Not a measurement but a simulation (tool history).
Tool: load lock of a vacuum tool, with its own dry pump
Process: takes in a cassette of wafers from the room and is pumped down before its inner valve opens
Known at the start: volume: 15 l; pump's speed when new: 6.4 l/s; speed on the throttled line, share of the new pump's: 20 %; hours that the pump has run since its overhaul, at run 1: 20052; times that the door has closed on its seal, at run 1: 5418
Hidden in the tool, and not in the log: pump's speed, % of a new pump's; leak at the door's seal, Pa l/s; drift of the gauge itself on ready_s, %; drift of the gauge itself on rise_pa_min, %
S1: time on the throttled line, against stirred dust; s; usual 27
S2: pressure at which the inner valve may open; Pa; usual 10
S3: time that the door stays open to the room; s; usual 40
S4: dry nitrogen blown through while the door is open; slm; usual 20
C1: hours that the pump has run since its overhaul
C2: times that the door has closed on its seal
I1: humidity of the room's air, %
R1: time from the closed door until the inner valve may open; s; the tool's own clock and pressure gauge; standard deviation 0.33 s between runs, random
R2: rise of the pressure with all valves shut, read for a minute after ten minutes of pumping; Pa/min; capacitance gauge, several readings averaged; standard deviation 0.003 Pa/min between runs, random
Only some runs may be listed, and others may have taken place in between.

run 1 hour=0 | S1=27 S2=10 S3=40 S4=20 | C1=20052 C2=5418 | I1=48.5 | R1=47.3 R2=0.067
run 2 hour=191.9 | S1=27 S2=8 S3=40 S4=20 | C1=20244 C2=5682 | I1=47.2 | R1=48 R2=0.062
run 3 hour=393.4 | S1=27 S2=8 S3=40 S4=20 | C1=20445 C2=5960 | I1=43.9 | R1=48.5 R2=0.063
run 4 hour=694.4 | S1=27 S2=10 S3=40 S4=18 | C1=20746 C2=6374 | I1=45.2 | R1=47.9 R2=0.073
run 5 hour=980.6 | S1=27 S2=10 S3=207 S4=20 | C1=21033 C2=6769 | I1=47.5 | R1=48.1 R2=0.106
run 6 hour=1298.2 | S1=27 S2=13 S3=33 S4=4 | C1=21350 C2=7206 | I1=47.8 | R1=46.3 R2=0.084
-- hour=1488.9 dry pump taken out, an overhauled one fitted
run 7 hour=1569.5 | S1=21 S2=9 S3=31 S4=8 | C1=81 C2=7572 | I1=42.2 | R1=39.2 R2=0.08
run 8 hour=1747 | S1=19 S2=8 S3=202 S4=21 | C1=258 C2=7817 | I1=46.9 | R1=37.8 R2=0.108
run 9 hour=2029.5 | S1=19 S2=8 S3=202 S4=21 | C1=541 C2=8206 | I1=42.7 | R1=37.7 R2=0.1
run 10 hour=2199.6 | S1=52 S2=10 S3=27 S4=39 | C1=711 C2=8440 | I1=42.5 | R1=62.9 R2=0.066

5 options for the next run, each taken on its own from the tool as it stands now. Forecast them:
run A hour=2337.7 | S1=26 S2=17 S3=40 S4=27 | C1=849 C2=8631 | I1=45.3 | R1=? R2=?
run B hour=2337.7 | S1=27 S2=9 S3=75 S4=12 | C1=849 C2=8631 | I1=46.1 | R1=? R2=?
run C hour=2337.7 | S1=44 S2=10 S3=40 S4=20 | C1=849 C2=8631 | I1=45.4 | R1=? R2=?
run D hour=2337.7 | S1=52 S2=8 S3=27 S4=9 | C1=849 C2=8631 | I1=46.2 | R1=? R2=?
run E hour=2337.7 | S1=27 S2=10 S3=40 S4=13 | C1=849 C2=8631 | I1=44 | R1=? R2=?

run=A R1=41 R2=0.072
run=B R1=44 R2=0.096
run=C R1=57.5 R2=0.076
run=D R1=63.9 R2=0.077
run=E R1=42.8 R2=0.085
The same runs, with their run-to-run variation unchanged, on a tool lacking any hidden condition would have given:
run=A R1=40.7 R2=0.031
run=B R1=43.7 R2=0.055
run=C R1=57.3 R2=0.036
run=D R1=63.7 R2=0.036
run=E R1=42.6 R2=0.045
